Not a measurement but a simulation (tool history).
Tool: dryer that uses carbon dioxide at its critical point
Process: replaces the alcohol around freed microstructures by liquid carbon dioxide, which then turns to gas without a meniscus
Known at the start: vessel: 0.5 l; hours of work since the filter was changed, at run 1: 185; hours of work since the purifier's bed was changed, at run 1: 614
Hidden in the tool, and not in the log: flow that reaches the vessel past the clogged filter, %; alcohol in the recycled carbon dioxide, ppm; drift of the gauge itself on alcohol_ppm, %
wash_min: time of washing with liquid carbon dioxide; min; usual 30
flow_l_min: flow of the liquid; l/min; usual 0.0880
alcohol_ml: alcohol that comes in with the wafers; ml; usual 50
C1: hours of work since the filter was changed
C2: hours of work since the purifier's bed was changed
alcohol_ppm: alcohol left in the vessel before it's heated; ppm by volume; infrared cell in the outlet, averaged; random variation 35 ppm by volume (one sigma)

Run 1, hour 0.0: usual settings; C1 185; C2 614. Result: alcohol_ppm 3168 ppm by volume.
Run 2, hour 17.7: usual settings; C1 198; C2 627. Result: alcohol_ppm 3206 ppm by volume.
Run 3, hour 31.6: usual settings but wash_min 29 min; C1 209; C2 638. Result: alcohol_ppm 3508 ppm by volume.
Run 4, hour 51.1: usual settings but wash_min 29 min; C1 223; C2 652. Result: alcohol_ppm 3667 ppm by volume.
Run 5, hour 68.3: usual settings but wash_min 29 min; C1 236; C2 665. Result: alcohol_ppm 3708 ppm by volume.
Run 6, hour 85.9: usual settings but wash_min 29 min; C1 249; C2 678. Result: alcohol_ppm 3631 ppm by volume.
Run 7, hour 96.4: usual settings but alcohol_ml 34 ml; C1 257; C2 686. Result: alcohol_ppm 2371 ppm by volume.
Run 8, hour 109.5: usual settings but alcohol_ml 34 ml; C1 266; C2 695. Result: alcohol_ppm 2392 ppm by volume.
Run 9, hour 126.5: usual settings but wash_min 34 min, alcohol_ml 34 ml; C1 279; C2 708. Result: alcohol_ppm 1637 ppm by volume.
Run 10, hour 140.3: usual settings; C1 289; C2 718. Result: alcohol_ppm 3561 ppm by volume.
Run 11, hour 149.9: usual settings but wash_min 35 min; C1 296; C2 725. Result: alcohol_ppm 2092 ppm by volume.
At hour 160.1: inlet filter changed.
Run 12, hour 164.4: usual settings but wash_min 20 min; C1 3; C2 735. Result: alcohol_ppm 8258 ppm by volume.
Run 13, hour 175.5: usual settings but alcohol_ml 58 ml; C1 11; C2 744. Result: alcohol_ppm 2970 ppm by volume.
Run 14, hour 191.3: usual settings but alcohol_ml 58 ml; C1 23; C2 755. Result: alcohol_ppm 2975 ppm by volume.
Run 15, hour 207.2: usual settings but alcohol_ml 58 ml; C1 35; C2 767. Result: alcohol_ppm 3098 ppm by volume.
Run 16, hour 220.6: usual settings; C1 45; C2 777. Result: alcohol_ppm 2671 ppm by volume.
Run 17, hour 237.6: usual settings; C1 57; C2 790. Result: alcohol_ppm 2761 ppm by volume.
Run 18, hour 257.7: usual settings but wash_min 21 min; C1 72; C2 805. Result: alcohol_ppm 7975 ppm by volume.
At hour 273.9: purifier's bed changed.
Run 19, hour 279.0: usual settings but wash_min 21 min; C1 86; C2 4. Result: alcohol_ppm 7488 ppm by volume.
Run 20, hour 290.7: usual settings; C1 95; C2 12. Result: alcohol_ppm 2534 ppm by volume.
Run 21, hour 305.3: usual settings but wash_min 34 min; C1 105; C2 23. Result: alcohol_ppm 1627 ppm by volume.
Run 22, hour 319.7: usual settings but alcohol_ml 81 ml; C1 116; C2 34. Result: alcohol_ppm 4339 ppm by volume.
Run 23, hour 336.2: usual settings but alcohol_ml 81 ml; C1 128; C2 46. Result: alcohol_ppm 4380 ppm by volume.
Run 24, hour 347.3: usual settings but alcohol_ml 81 ml; C1 137; C2 54. Result: alcohol_ppm 4318 ppm by volume.
Run 25, hour 366.3: usual settings but wash_min 29 min, flow_l_min 0.0905 l/min, alcohol_ml 81 ml; C1 151; C2 69. Result: alcohol_ppm 4558 ppm by volume.
Run 26, hour 387.4: usual settings but wash_min 22 min, flow_l_min 0.0546 l/min, alcohol_ml 33 ml; C1 166; C2 84. Result: alcohol_ppm 13491 ppm by volume.
Run 27, hour 408.9: usual settings but wash_min 22 min, flow_l_min 0.1125 l/min, alcohol_ml 33 ml; C1 182; C2 100. Result: alcohol_ppm 2285 ppm by volume.
Run 28, hour 424.6: usual settings but wash_min 22 min, alcohol_ml 38 ml; C1 194; C2 112. Result: alcohol_ppm 5657 ppm by volume.
Run 29, hour 446.5: usual settings but wash_min 22 min, flow_l_min 0.0824 l/min, alcohol_ml 38 ml; C1 210; C2 128. Result: alcohol_ppm 6821 ppm by volume.
Run 30, hour 458.0: usual settings but wash_min 22 min, flow_l_min 0.0824 l/min, alcohol_ml 38 ml; C1 219; C2 137. Result: alcohol_ppm 6734 ppm by volume.
Run 31, hour 471.8: usual settings but wash_min 33 min, flow_l_min 0.0824 l/min, alcohol_ml 54 ml; C1 229; C2 147. Result: alcohol_ppm 2912 ppm by volume.
Run 32, hour 489.2: usual settings but wash_min 33 min, flow_l_min 0.0824 l/min, alcohol_ml 54 ml; C1 242; C2 160. Result: alcohol_ppm 2969 ppm by volume.
Run 33, hour 506.9: usual settings but wash_min 46 min, flow_l_min 0.0992 l/min, alcohol_ml 47 ml; C1 255; C2 173. Result: alcohol_ppm 281 ppm by volume.
Run 34, hour 522.7: usual settings but wash_min 46 min, flow_l_min 0.0992 l/min, alcohol_ml 47 ml; C1 267; C2 184. Result: alcohol_ppm 298 ppm by volume.
Run 35, hour 540.1: usual settings but wash_min 36 min, flow_l_min 0.1058 l/min, alcohol_ml 58 ml; C1 279; C2 197. Result: alcohol_ppm 795 ppm by volume.
Run 36, hour 559.7: usual settings but flow_l_min 0.0649 l/min, alcohol_ml 116 ml; C1 294; C2 212. Result: alcohol_ppm 19400 ppm by volume.
At hour 572.6: inlet filter changed.
Run 37, hour 581.2: usual settings but flow_l_min 0.1332 l/min, alcohol_ml 116 ml; C1 6; C2 227. Result: alcohol_ppm 757 ppm by volume.
Run 38, hour 590.2: usual settings but flow_l_min 0.1332 l/min, alcohol_ml 116 ml; C1 13; C2 234. Result: alcohol_ppm 793 ppm by volume.
Run 39, hour 608.1: usual settings but wash_min 40 min, flow_l_min 0.0766 l/min, alcohol_ml 33 ml; C1 26; C2 247. Result: alcohol_ppm 1058 ppm by volume.
Run 40, hour 628.7: usual settings but flow_l_min 0.0635 l/min, alcohol_ml 40 ml; C1 42; C2 262. Result: alcohol_ppm 5985 ppm by volume.
Run 41, hour 641.7: usual settings but wash_min 21 min, flow_l_min 0.0616 l/min, alcohol_ml 33 ml; C1 51; C2 272. Result: alcohol_ppm 11378 ppm by volume.
Run 42, hour 658.8: usual settings but wash_min 21 min, flow_l_min 0.0616 l/min, alcohol_ml 33 ml; C1 64; C2 285. Result: alcohol_ppm 11654 ppm by volume.
Run 43, hour 674.0: usual settings but flow_l_min 0.0746 l/min, alcohol_ml 36 ml; C1 75; C2 296. Result: alcohol_ppm 3409 ppm by volume.
Run 44, hour 690.5: usual settings but flow_l_min 0.0746 l/min, alcohol_ml 36 ml; C1 87; C2 308. Result: alcohol_ppm 3512 ppm by volume.
Run 45, hour 704.4: usual settings but wash_min 26 min, alcohol_ml 39 ml; C1 98; C2 318. Result: alcohol_ppm 3386 ppm by volume.
Run 46, hour 724.9: usual settings but wash_min 28 min, flow_l_min 0.0786 l/min, alcohol_ml 39 ml; C1 113; C2 334. Result: alcohol_ppm 4020 ppm by volume.
Run 47, hour 736.0: usual settings but wash_min 28 min, flow_l_min 0.0786 l/min, alcohol_ml 39 ml; C1 121; C2 342. Result: alcohol_ppm 3985 ppm by volume.

How the hidden state differs across the entries between the runs, from the last listed run before each to the first after it:
Between runs 11 and 12: inlet filter changed (hour 160.1)
  flow that reaches the vessel past the clogged filter, %: 90.7 -> 99.9; alcohol in the recycled carbon dioxide, ppm: 259 -> 262.4
  measured less the result without the state, alcohol_ppm: +864 -> +284 ppm by volume
Between runs 18 and 19: purifier's bed changed (hour 273.9)
  flow that reaches the vessel past the clogged filter, %: 97.9 -> 97.5; alcohol in the recycled carbon dioxide, ppm: 288.4 -> 6.8
  measured less the result without the state, alcohol_ppm: +712 -> +480 ppm by volume
Between runs 36 and 37: inlet filter changed (hour 572.6)
  flow that reaches the vessel past the clogged filter, %: 91.4 -> 99.2; alcohol in the recycled carbon dioxide, ppm: 82.9 -> 88.3
  measured less the result without the state, alcohol_ppm: +4096 -> +111 ppm by volume
